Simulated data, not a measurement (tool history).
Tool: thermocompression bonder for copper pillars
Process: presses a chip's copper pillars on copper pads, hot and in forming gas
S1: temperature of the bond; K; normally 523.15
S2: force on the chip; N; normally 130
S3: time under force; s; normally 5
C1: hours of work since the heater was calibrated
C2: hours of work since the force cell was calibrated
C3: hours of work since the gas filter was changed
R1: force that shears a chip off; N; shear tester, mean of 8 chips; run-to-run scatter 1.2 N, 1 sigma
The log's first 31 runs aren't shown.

run   hour      S1   S2  S3   C1   C2  C3     R1
 32  382.2  519.15  154   8  545  309  22  118.4
 33  395.1  519.15  154   8  552  316  29  120.0
 34  403.4  529.15  182   5  556  320  33  122.0
 35  418.3  539.15  130   6  563  328  41  115.0
 36  431.3  539.15  116   6  570  334  47  111.6
 37  438.8  539.15  116   6  574  338  51  109.1
 38  451.6  539.15  116   6  580  345  58  106.8
 39  463.6  523.15  110   3  586  351  64   75.8

3 options for the next run, each taken on its own from the tool as it stands now. Forecast them:
  A  475.7  535.15  194   5  592  357  70   ?
  B  475.7  523.15  110   9  592  357  70   ?
  C  475.7  523.15   90   3  592  357  70   ?

run     R1
  A  123.6
  B  104.1
  C   64.1
With no hidden state in the tool, these same runs would have given:
run     R1
  A  132.9
  B  114.8
  C   72.9
